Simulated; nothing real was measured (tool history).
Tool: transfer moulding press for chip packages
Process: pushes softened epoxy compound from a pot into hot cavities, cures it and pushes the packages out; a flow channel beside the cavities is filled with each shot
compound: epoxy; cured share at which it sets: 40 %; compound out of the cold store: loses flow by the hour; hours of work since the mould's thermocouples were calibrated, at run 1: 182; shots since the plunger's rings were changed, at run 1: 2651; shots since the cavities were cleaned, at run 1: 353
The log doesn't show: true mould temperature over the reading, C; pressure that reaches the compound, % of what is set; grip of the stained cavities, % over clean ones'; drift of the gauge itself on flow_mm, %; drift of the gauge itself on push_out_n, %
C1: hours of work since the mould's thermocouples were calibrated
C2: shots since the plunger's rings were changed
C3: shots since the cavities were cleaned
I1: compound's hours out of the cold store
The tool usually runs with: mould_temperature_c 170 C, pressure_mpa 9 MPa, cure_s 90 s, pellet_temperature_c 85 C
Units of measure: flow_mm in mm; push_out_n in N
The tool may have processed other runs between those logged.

Run 1, day 0: usual settings; C1 182; C2 2651; C3 353; I1 39.4. Result: flow_mm 856 mm, push_out_n 524 N.
Run 2, day 0.829: usual settings; C1 193; C2 2865; C3 567; I1 9.4. Result: flow_mm 1031 mm, push_out_n 566 N.
At day 0.942: cavities cleaned with cleaning compound and waxed.
Run 3, day 1.508: usual settings; C1 201; C2 3025; C3 146; I1 21.8. Result: flow_mm 954 mm, push_out_n 553 N.
Run 4, day 2.121: usual settings but mould_temperature_c 173 C; C1 209; C2 3184; C3 305; I1 18.2. Result: flow_mm 965 mm, push_out_n 491 N.
Run 5, day 2.567: usual settings but mould_temperature_c 173 C; C1 214; C2 3299; C3 420; I1 11.1. Result: flow_mm 1009 mm, push_out_n 482 N.
Run 6, day 3.146: usual settings but mould_temperature_c 173 C; C1 222; C2 3450; C3 571; I1 33.7. Result: flow_mm 882 mm, push_out_n 461 N.
At day 3.271: cavities cleaned with cleaning compound and waxed.
Run 7, day 3.988: usual settings but mould_temperature_c 176 C; C1 232; C2 3651; C3 185; I1 32.9. Result: flow_mm 873 mm, push_out_n 402 N.
Run 8, day 4.696: usual settings but pellet_temperature_c 83 C; C1 241; C2 3835; C3 369; I1 38.7. Result: flow_mm 872 mm, push_out_n 519 N.
At day 5.562: cavities cleaned with cleaning compound and waxed.
Run 9, day 5.65: usual settings but pellet_temperature_c 83 C; C1 252; C2 4065; C3 23; I1 13.1. Result: flow_mm 1010 mm, push_out_n 565 N.
Run 10, day 6.367: usual settings but pellet_temperature_c 83 C; C1 261; C2 4251; C3 209; I1 12.9. Result: flow_mm 1009 mm, push_out_n 592 N.
Run 11, day 7.046: usual settings but cure_s 89 s, pellet_temperature_c 83 C; C1 270; C2 4427; C3 385; I1 14.6. Result: flow_mm 1000 mm, push_out_n 580 N.
At day 7.85: cavities cleaned with cleaning compound and waxed.
Run 12, day 8.029: usual settings; C1 282; C2 4666; C3 47; I1 8.4. Result: flow_mm 1032 mm, push_out_n 587 N.
Run 13, day 8.846: usual settings; C1 292; C2 4877; C3 258; I1 14.1. Result: flow_mm 999 mm, push_out_n 573 N.
Run 14, day 9.779: usual settings; C1 304; C2 5118; C3 499; I1 8.7. Result: flow_mm 1029 mm, push_out_n 590 N.
At day 10.171: cavities cleaned with cleaning compound and waxed.
Run 15, day 10.492: usual settings; C1 313; C2 5287; C3 84; I1 14.4. Result: flow_mm 991 mm, push_out_n 580 N.
At day 10.683: plunger's sealing rings changed.
Run 16, day 11.496: usual settings; C1 324; C2 211; C3 317; I1 18.3. Result: flow_mm 979 mm, push_out_n 534 N.
Run 17, day 12.212: usual settings; C1 333; C2 397; C3 503; I1 21.4. Result: flow_mm 961 mm, push_out_n 534 N.
At day 12.629: cavities cleaned with cleaning compound and waxed.
Run 18, day 12.979: usual settings but pressure_mpa 10.54 MPa, cure_s 99 s; C1 342; C2 579; C3 91; I1 16.3. Result: flow_mm 1068 mm, push_out_n 472 N.
Run 19, day 13.812: usual settings but mould_temperature_c 169 C, pressure_mpa 7.17 MPa, cure_s 129 s, pellet_temperature_c 90 C; C1 353; C2 795; C3 307; I1 38.5. Result: flow_mm 789 mm, push_out_n 392 N.
Run 20, day 14.271: usual settings but mould_temperature_c 173 C, pressure_mpa 9.93 MPa, cure_s 92 s, pellet_temperature_c 75 C; C1 359; C2 914; C3 426; I1 29. Result: flow_mm 952 mm, push_out_n 452 N.
At day 14.912: cavities cleaned with cleaning compound and waxed.
Run 21, day 15.233: usual settings but mould_temperature_c 175 C, pressure_mpa 10.67 MPa, cure_s 128 s, pellet_temperature_c 86 C; C1 370; C2 1146; C3 83; I1 24.9. Result: flow_mm 1006 mm, push_out_n 352 N.

Forecast run 22:
Run 22, day 15.692: usual settings but mould_temperature_c 175 C, pressure_mpa 10.67 MPa, cure_s 128 s, pellet_temperature_c 86 C; C1 376; C2 1266; C3 203; I1 32.3. Result: flow_mm ?, push_out_n ?.

Run 22 yielded flow_mm 958 mm, push_out_n 380 N.
Take away the tool's hidden state, keep the run-to-run variation as it was, and the same run would have given flow_mm 958 mm, push_out_n 379 N.
